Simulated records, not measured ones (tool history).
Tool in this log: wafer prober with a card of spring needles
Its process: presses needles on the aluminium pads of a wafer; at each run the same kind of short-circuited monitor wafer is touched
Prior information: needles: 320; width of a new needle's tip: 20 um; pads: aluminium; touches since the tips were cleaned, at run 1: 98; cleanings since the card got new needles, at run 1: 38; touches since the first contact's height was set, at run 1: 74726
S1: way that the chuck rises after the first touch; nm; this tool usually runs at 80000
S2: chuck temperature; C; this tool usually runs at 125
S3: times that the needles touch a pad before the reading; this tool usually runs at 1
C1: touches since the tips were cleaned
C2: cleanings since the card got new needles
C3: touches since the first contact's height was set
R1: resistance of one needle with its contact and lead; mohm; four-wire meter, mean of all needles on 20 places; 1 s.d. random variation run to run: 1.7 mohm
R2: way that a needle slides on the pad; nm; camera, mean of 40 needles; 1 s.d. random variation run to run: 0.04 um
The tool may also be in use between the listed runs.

run,hour,S1,S2,S3,C1,C2,C3,R1,R2
1,0,80000,125,1,98,38,74726,176,21100
# hour 8.6: tips cleaned on abrasive film
# hour 17.5: tips cleaned on abrasive film
# hour 25.7: tips cleaned on abrasive film
2,25.7,80000,113,1,0,41,91763,174,21150
# hour 34.3: tips cleaned on abrasive film
# hour 42.7: tips cleaned on abrasive film
# hour 51.6: tips cleaned on abrasive film
3,52.2,80000,113,1,438,44,109308,176,21170
# hour 59.4: tips cleaned on abrasive film
# hour 68.7: tips cleaned on abrasive film
4,69.1,80000,113,1,276,46,120497,170,21110
# hour 77.2: tips cleaned on abrasive film
# hour 86.2: tips cleaned on abrasive film
5,92.8,80000,113,1,4379,48,136219,173,21120
# hour 94.6: tips cleaned on abrasive film
# hour 102.5: tips cleaned on abrasive film
# hour 109.8: height of the first contact set anew
# hour 111.9: tips cleaned on abrasive film
6,118.4,80000,113,1,4365,51,5652,174,21140
# hour 120.4: tips cleaned on abrasive film
# hour 129.3: tips cleaned on abrasive film
# hour 138.1: tips cleaned on abrasive film
7,142.1,94000,113,1,2671,54,21339,168,24800
# hour 146.9: tips cleaned on abrasive film
# hour 155.7: tips cleaned on abrasive film
8,159.9,80000,125,1,2836,56,33156,177,21090
# hour 164.1: tips cleaned on abrasive film
# hour 173.3: tips cleaned on abrasive film
# hour 181.6: tips cleaned on abrasive film
9,186.3,80000,50,1,3184,59,50640,163,21090
# hour 190.2: tips cleaned on abrasive film
# hour 198.9: tips cleaned on abrasive film
# hour 207.9: tips cleaned on abrasive film
10,209.3,80000,50,1,976,62,65854,161,21110
# hour 215.9: tips cleaned on abrasive film
11,222.9,80000,125,1,4705,63,74902,177,21110
# hour 224.9: tips cleaned on abrasive film
# hour 232.9: tips cleaned on abrasive film
# hour 241.6: tips cleaned on abrasive film
12,246.6,80000,125,1,3330,66,90568,176,21140
# hour 250.1: tips cleaned on abrasive film
# hour 258.6: tips cleaned on abrasive film
13,258.6,80000,125,1,0,68,98444,173,21110
# hour 267.4: tips cleaned on abrasive film
# hour 275.7: tips cleaned on abrasive film
14,281.9,80000,125,1,4159,70,113963,177,21120
# hour 284.9: tips cleaned on abrasive film
# hour 293.4: tips cleaned on abrasive film
15,296.1,80000,125,1,1819,72,123312,172,21100
# hour 301.9: tips cleaned on abrasive film
# hour 311.1: tips cleaned on abrasive film
# hour 319.9: tips cleaned on abrasive film
16,320.9,80000,116,1,635,75,139713,173,21020
# hour 327.7: tips cleaned on abrasive film
# hour 332.6: height of the first contact set anew
17,335.2,80000,37,2,4807,76,1758,162,21120
# hour 337.2: tips cleaned on abrasive film
# hour 346.1: tips cleaned on abrasive film
# hour 354.3: tips cleaned on abrasive film
# hour 362.9: tips cleaned on abrasive film
18,363,90000,66,3,96,80,20128,161,23700
# hour 371.4: tips cleaned on abrasive film
# hour 379.9: tips cleaned on abrasive film
19,383.5,74000,38,3,2406,82,33729,160,19510
# hour 389.4: tips cleaned on abrasive film
# hour 398.7: tips cleaned on abrasive film
20,398.7,81000,112,1,0,84,43734,172,21430
# hour 407.7: tips cleaned on abrasive film
# hour 416.8: tips cleaned on abrasive film
21,419.6,81000,26,3,1912,86,57659,156,21330
# hour 424.7: tips cleaned on abrasive film
# hour 432.7: tips cleaned on abrasive film
22,440.1,74000,125,2,4921,88,71212,173,19570
# hour 442.1: tips cleaned on abrasive film
# hour 450: tips cleaned on abrasive film
# hour 459: tips cleaned on abrasive film
23,465,69000,65,2,3965,91,87687,165,18210
# hour 467: tips cleaned on abrasive film
# hour 475.8: tips cleaned on abrasive film
# hour 484.6: tips cleaned on abrasive film
24,484.6,69000,65,2,0,94,100650,164,18210
# hour 493.2: tips cleaned on abrasive film
# hour 501.8: tips cleaned on abrasive film
# hour 510.1: tips cleaned on abrasive film
25,511.5,66000,65,3,988,97,118491,167,17410
# hour 519.7: tips cleaned on abrasive film
26,527.1,66000,65,3,4963,98,128888,167,17370
# hour 529.2: tips cleaned on abrasive film
# hour 538.6: tips cleaned on abrasive film
27,540.3,68000,60,2,1176,100,137584,166,17910
# hour 546.9: tips cleaned on abrasive film
# hour 556.2: tips cleaned on abrasive film
# hour 556.5: height of the first contact set anew
# hour 564.8: tips cleaned on abrasive film
28,564.9,98000,125,2,103,103,5591,172,25930
# hour 573.6: tips cleaned on abrasive film
29,576.8,98000,125,2,2182,104,13476,173,25930

Below are 3 alternative next runs, each starting from the tool's condition after run 29. Predict each:
# hour 581.5: tips cleaned on abrasive film
# hour 589.3: tips cleaned on abrasive film
# hour 597.8: tips cleaned on abrasive film
A,602.4,98000,125,2,3081,107,30436,?,?
# hour 581.5: tips cleaned on abrasive film
# hour 589.3: tips cleaned on abrasive film
# hour 597.8: tips cleaned on abrasive film
B,602.4,68000,27,1,3081,107,30436,?,?
# hour 581.5: tips cleaned on abrasive film
# hour 589.3: tips cleaned on abrasive film
# hour 597.8: tips cleaned on abrasive film
C,602.4,77000,79,3,3081,107,30436,?,?

run,R1,R2
A,176,25790
B,164,17860
C,167,20330
Without the tool's hidden state the same runs would have given:
run,R1,R2
A,176,25790
B,163,17860
C,167,20340
